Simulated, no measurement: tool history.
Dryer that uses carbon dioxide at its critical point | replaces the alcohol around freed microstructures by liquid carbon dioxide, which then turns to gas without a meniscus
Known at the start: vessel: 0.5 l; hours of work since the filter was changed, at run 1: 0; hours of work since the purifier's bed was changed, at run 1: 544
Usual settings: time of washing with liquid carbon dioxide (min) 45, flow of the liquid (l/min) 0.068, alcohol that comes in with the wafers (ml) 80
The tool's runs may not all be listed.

run,day,time of washing with liquid carbon dioxide (min),flow of the liquid (l/min),alcohol that comes in with the wafers (ml),hours of work since the filter was changed,hours of work since the purifier's bed was changed,alcohol left in the vessel before it's heated (ppm by volume)
1,0,45,0.068,80,0,544,1870
2,1.692,45,0.068,80,30,574,1934
3,3.196,45,0.054,80,57,601,4923
4,4.371,45,0.0593,80,78,622,3612
5,5.596,45,0.0593,80,100,644,3587
6,7.104,45,0.068,58,127,671,1587
7,8.55,45,0.0824,58,152,697,679
8,9.646,45,0.0824,58,172,716,707
9,10.771,45,0.068,80,192,736,2398
10,12.754,45,0.068,80,227,772,2527
11,14.362,45,0.068,80,256,800,2556
12,15.508,45,0.068,88,276,821,2935
13,17.804,45,0.068,88,317,862,3057
14,19.262,38,0.068,80,343,888,5205
15,21.733,38,0.068,80,387,932,5628
# day 22.283: inlet filter changed
16,23.492,45,0.068,80,22,962,1878
17,25.721,45,0.068,45,61,1002,1086
# day 26.046: purifier's bed changed
18,28.004,29,0.068,80,100,35,9727
19,29.071,34,0.068,80,119,54,6013
20,31.525,58,0.0475,80,162,98,3344
21,32.679,58,0.0475,80,183,118,3502
22,35.058,72,0.0447,106,225,161,2644
23,36.179,46,0.0463,80,245,181,8666
24,37.546,42,0.0496,80,270,205,9748
25,40.142,42,0.0496,80,316,251,9897
26,42.217,42,0.0496,80,353,288,10122
# day 44.692: inlet filter changed
27,44.767,35,0.0496,80,1,333,13077
28,46.25,45,0.0742,111,28,359,1785
29,48.804,45,0.0742,111,73,405,1815
30,51.408,60,0.068,80,120,451,527
31,52.667,33,0.1026,99,142,474,1671
32,55.271,67,0.1026,27,189,520,32
33,57.104,45,0.0859,94,221,553,971
34,59.246,32,0.0668,114,259,591,12608
35,61.375,64,0.0889,42,297,629,66

Hidden state or all else? Some run-to-run changes of alcohol left in the vessel before it's heated (ppm by volume), split into what the settings, what came in and random variation would give without the hidden state, and what is left for the hidden state (with any gauge scatter that isn't in both results):
The hidden state here: flow that reaches the vessel past the clogged filter, %; alcohol in the recycled carbon dioxide, ppm; drift of the gauge itself on alcohol_ppm, %.
Run 26 -> 27: time of washing with liquid carbon dioxide (min) 42 -> 35, inlet filter changed. alcohol left in the vessel before it's heated (ppm by volume) +2955: hidden state -2529, all else +5484.
Run 27 -> 28: time of washing with liquid carbon dioxide (min) 35 -> 45, flow of the liquid (l/min) 0.0496 -> 0.0742, alcohol that comes in with the wafers (ml) 80 -> 111. alcohol left in the vessel before it's heated (ppm by volume) -11292: hidden state -19, all else -11273.
Run 33 -> 34: time of washing with liquid carbon dioxide (min) 45 -> 32, flow of the liquid (l/min) 0.0859 -> 0.0668, alcohol that comes in with the wafers (ml) 94 -> 114. alcohol left in the vessel before it's heated (ppm by volume) +11637: hidden state +2303, all else +9334.
Run 34 -> 35: time of washing with liquid carbon dioxide (min) 32 -> 64, flow of the liquid (l/min) 0.0668 -> 0.0889, alcohol that comes in with the wafers (ml) 114 -> 42. alcohol left in the vessel before it's heated (ppm by volume) -12542: hidden state -2563, all else -9979.
